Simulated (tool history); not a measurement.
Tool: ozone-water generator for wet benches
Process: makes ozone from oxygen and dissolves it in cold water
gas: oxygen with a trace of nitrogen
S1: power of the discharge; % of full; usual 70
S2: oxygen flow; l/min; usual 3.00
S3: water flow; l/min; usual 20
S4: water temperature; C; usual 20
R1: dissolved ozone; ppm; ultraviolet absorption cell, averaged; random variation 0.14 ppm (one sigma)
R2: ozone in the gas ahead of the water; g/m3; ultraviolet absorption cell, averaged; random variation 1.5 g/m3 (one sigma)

run   hour  S1    S2  S3  S4    R1     R2
  1    0.0  70  3.00  20  20  15.9  261.5
  2   53.9  70  3.00  20  18  16.0  260.0
  3   81.3  70  3.00  20  18  16.4  259.0
  4  113.6  70  3.00  20  18  16.3  260.8
  5  160.2  70  3.00  20  13  17.0  259.9
  6  212.5  70  3.72  20  20  16.7  240.9
  7  244.4  70  3.00  20  26  15.0  258.8
  8  295.5  70  3.00  20  26  14.7  258.7
  9  333.8  70  3.00  20  20  15.7  258.6
 10  365.5  70  3.00  20  20  15.6  258.3
 11  413.5  70  3.00  20  20  15.6  255.5
 12  448.7  91  3.00  20  13  20.4  314.4
 13  475.2  91  3.00  20  13  20.3  310.6
 14  501.3  70  2.90  22  20  14.2  261.2
 15  526.1  70  3.00  19  20  16.4  256.1
 16  557.5  70  2.58  16  20  18.4  270.8
 17  604.0  70  2.58  16  20  18.1  268.4
 18  635.9  70  2.58  16  27  16.7  269.8

Forecast run 19:
 19  687.0  47  2.58  26  22   ?   ?

Run 19 gave R1 8.2 ppm, R2 198.4 g/m3.
Without the tool's hidden state the same run would have given R1 8.8 ppm, R2 208.4 g/m3.
